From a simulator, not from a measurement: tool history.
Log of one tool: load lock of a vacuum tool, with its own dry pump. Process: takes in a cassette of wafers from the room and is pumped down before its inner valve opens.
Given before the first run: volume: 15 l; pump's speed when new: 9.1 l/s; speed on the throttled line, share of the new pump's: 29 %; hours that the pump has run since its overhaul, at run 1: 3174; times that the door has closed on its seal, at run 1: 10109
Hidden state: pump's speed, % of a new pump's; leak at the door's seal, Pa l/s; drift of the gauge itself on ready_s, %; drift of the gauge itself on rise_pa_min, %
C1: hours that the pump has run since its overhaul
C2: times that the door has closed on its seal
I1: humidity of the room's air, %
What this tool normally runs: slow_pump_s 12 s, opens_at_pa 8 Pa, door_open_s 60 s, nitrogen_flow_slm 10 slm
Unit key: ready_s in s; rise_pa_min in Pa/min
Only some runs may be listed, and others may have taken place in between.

{"run": 1, "hour": 0.0, "slow_pump_s": 12, "opens_at_pa": 8, "door_open_s": 60, "nitrogen_flow_slm": 10, "C1": 3174, "C2": 10109, "I1": 43.9, "ready_s": 25, "rise_pa_min": 0.201}
{"run": 2, "hour": 214.1, "slow_pump_s": 12, "opens_at_pa": 8, "door_open_s": 60, "nitrogen_flow_slm": 10, "C1": 3388, "C2": 10791, "I1": 39.4, "ready_s": 25.5, "rise_pa_min": 0.208}
{"run": 3, "hour": 371.4, "slow_pump_s": 12, "opens_at_pa": 8, "door_open_s": 60, "nitrogen_flow_slm": 10, "C1": 3545, "C2": 11292, "I1": 41.4, "ready_s": 25.4, "rise_pa_min": 0.227}
{"run": 4, "hour": 525.1, "slow_pump_s": 12, "opens_at_pa": 8, "door_open_s": 63, "nitrogen_flow_slm": 10, "C1": 3699, "C2": 11782, "I1": 41.8, "ready_s": 25.3, "rise_pa_min": 0.232}
{"run": 5, "hour": 750.5, "slow_pump_s": 12, "opens_at_pa": 8, "door_open_s": 63, "nitrogen_flow_slm": 10, "C1": 3924, "C2": 12499, "I1": 44.6, "ready_s": 25.3, "rise_pa_min": 0.252}
{"run": 6, "hour": 921.4, "slow_pump_s": 12, "opens_at_pa": 8, "door_open_s": 60, "nitrogen_flow_slm": 10, "C1": 4095, "C2": 13044, "I1": 45.3, "ready_s": 25.6, "rise_pa_min": 0.268}
{"run": 7, "hour": 1146.0, "slow_pump_s": 12, "opens_at_pa": 8, "door_open_s": 60, "nitrogen_flow_slm": 11, "C1": 4320, "C2": 13759, "I1": 47.9, "ready_s": 25.6, "rise_pa_min": 0.283}
{"run": 8, "hour": 1349.2, "slow_pump_s": 12, "opens_at_pa": 8, "door_open_s": 60, "nitrogen_flow_slm": 10, "C1": 4523, "C2": 14406, "I1": 45.5, "ready_s": 25.5, "rise_pa_min": 0.303}
{"run": 9, "hour": 1532.2, "slow_pump_s": 12, "opens_at_pa": 8, "door_open_s": 60, "nitrogen_flow_slm": 10, "C1": 4706, "C2": 14989, "I1": 43.2, "ready_s": 25, "rise_pa_min": 0.311}
{"run": 10, "hour": 1730.8, "slow_pump_s": 12, "opens_at_pa": 8, "door_open_s": 60, "nitrogen_flow_slm": 10, "C1": 4905, "C2": 15622, "I1": 45.8, "ready_s": 25.6, "rise_pa_min": 0.326}
{"run": 11, "hour": 1874.9, "slow_pump_s": 12, "opens_at_pa": 8, "door_open_s": 60, "nitrogen_flow_slm": 10, "C1": 5049, "C2": 16081, "I1": 47, "ready_s": 25.5, "rise_pa_min": 0.341}
{"run": 12, "hour": 2006.3, "slow_pump_s": 12, "opens_at_pa": 8, "door_open_s": 60, "nitrogen_flow_slm": 16, "C1": 5180, "C2": 16499, "I1": 47.5, "ready_s": 25.6, "rise_pa_min": 0.359}
{"run": 13, "hour": 2216.5, "slow_pump_s": 12, "opens_at_pa": 8, "door_open_s": 160, "nitrogen_flow_slm": 16, "C1": 5390, "C2": 17169, "I1": 48.9, "ready_s": 24.9, "rise_pa_min": 0.398}
{"run": 14, "hour": 2357.9, "slow_pump_s": 6, "opens_at_pa": 7, "door_open_s": 160, "nitrogen_flow_slm": 16, "C1": 5532, "C2": 17619, "I1": 44.7, "ready_s": 21.6, "rise_pa_min": 0.403}
{"run": 15, "hour": 2588.4, "slow_pump_s": 11, "opens_at_pa": 7, "door_open_s": 78, "nitrogen_flow_slm": 20, "C1": 5762, "C2": 18353, "I1": 43.7, "ready_s": 24.8, "rise_pa_min": 0.401}
{"run": 16, "hour": 2746.0, "slow_pump_s": 11, "opens_at_pa": 7, "door_open_s": 181, "nitrogen_flow_slm": 20, "C1": 5920, "C2": 18855, "I1": 44.8, "ready_s": 24.8, "rise_pa_min": 0.446}
{"run": 17, "hour": 2896.8, "slow_pump_s": 12, "opens_at_pa": 8, "door_open_s": 60, "nitrogen_flow_slm": 18, "C1": 6071, "C2": 19335, "I1": 43.1, "ready_s": 25.5, "rise_pa_min": 0.432}
{"run": 18, "hour": 3003.2, "slow_pump_s": 12, "opens_at_pa": 11, "door_open_s": 60, "nitrogen_flow_slm": 11, "C1": 6177, "C2": 19674, "I1": 42.4, "ready_s": 24.8, "rise_pa_min": 0.443}
{"run": 19, "hour": 3114.6, "slow_pump_s": 12, "opens_at_pa": 11, "door_open_s": 60, "nitrogen_flow_slm": 11, "C1": 6289, "C2": 20029, "I1": 44.3, "ready_s": 24.5, "rise_pa_min": 0.449}
{"run": 20, "hour": 3263.3, "slow_pump_s": 8, "opens_at_pa": 13, "door_open_s": 60, "nitrogen_flow_slm": 11, "C1": 6437, "C2": 20503, "I1": 46.6, "ready_s": 22.2, "rise_pa_min": 0.493}
{"run": 21, "hour": 3434.9, "slow_pump_s": 20, "opens_at_pa": 6, "door_open_s": 81, "nitrogen_flow_slm": 6, "C1": 6609, "C2": 21049, "I1": 46.1, "ready_s": 31.7, "rise_pa_min": 0.514}
{"run": 22, "hour": 3556.1, "slow_pump_s": 13, "opens_at_pa": 7, "door_open_s": 177, "nitrogen_flow_slm": 33, "C1": 6730, "C2": 21435, "I1": 44.3, "ready_s": 27.2, "rise_pa_min": 0.507}
{"run": 23, "hour": 3700.2, "slow_pump_s": 8, "opens_at_pa": 12, "door_open_s": 60, "nitrogen_flow_slm": 8, "C1": 6874, "C2": 21894, "I1": 44.3, "ready_s": 22.4, "rise_pa_min": 0.53}
{"run": 24, "hour": 3816.8, "slow_pump_s": 8, "opens_at_pa": 12, "door_open_s": 60, "nitrogen_flow_slm": 8, "C1": 6991, "C2": 22266, "I1": 44.4, "ready_s": 21.9, "rise_pa_min": 0.547}

Consider 4 possible next runs. They are alternatives, not a sequence: every one starts from the tool as it was left by run 24. What does each give?
{"run": "A", "hour": 4030.6, "slow_pump_s": 11, "opens_at_pa": 8, "door_open_s": 94, "nitrogen_flow_slm": 23, "C1": 7204, "C2": 22947, "I1": 44.9, "ready_s": "?", "rise_pa_min": "?"}
{"run": "B", "hour": 4030.6, "slow_pump_s": 8, "opens_at_pa": 12, "door_open_s": 157, "nitrogen_flow_slm": 8, "C1": 7204, "C2": 22947, "I1": 44.7, "ready_s": "?", "rise_pa_min": "?"}
{"run": "C", "hour": 4030.6, "slow_pump_s": 20, "opens_at_pa": 14, "door_open_s": 60, "nitrogen_flow_slm": 13, "C1": 7204, "C2": 22947, "I1": 45.4, "ready_s": "?", "rise_pa_min": "?"}
{"run": "D", "hour": 4030.6, "slow_pump_s": 8, "opens_at_pa": 8, "door_open_s": 175, "nitrogen_flow_slm": 8, "C1": 7204, "C2": 22947, "I1": 43.4, "ready_s": "?", "rise_pa_min": "?"}

run=A ready_s=24.7 rise_pa_min=0.567
run=B ready_s=21.9 rise_pa_min=0.597
run=C ready_s=29.7 rise_pa_min=0.57
run=D ready_s=22.8 rise_pa_min=0.591
Stripped of hidden state, with their random variation kept, the same runs would have yielded:
run=A ready_s=23.2 rise_pa_min=0.05
run=B ready_s=20.2 rise_pa_min=0.074
run=C ready_s=28.6 rise_pa_min=0.052
run=D ready_s=21.1 rise_pa_min=0.071

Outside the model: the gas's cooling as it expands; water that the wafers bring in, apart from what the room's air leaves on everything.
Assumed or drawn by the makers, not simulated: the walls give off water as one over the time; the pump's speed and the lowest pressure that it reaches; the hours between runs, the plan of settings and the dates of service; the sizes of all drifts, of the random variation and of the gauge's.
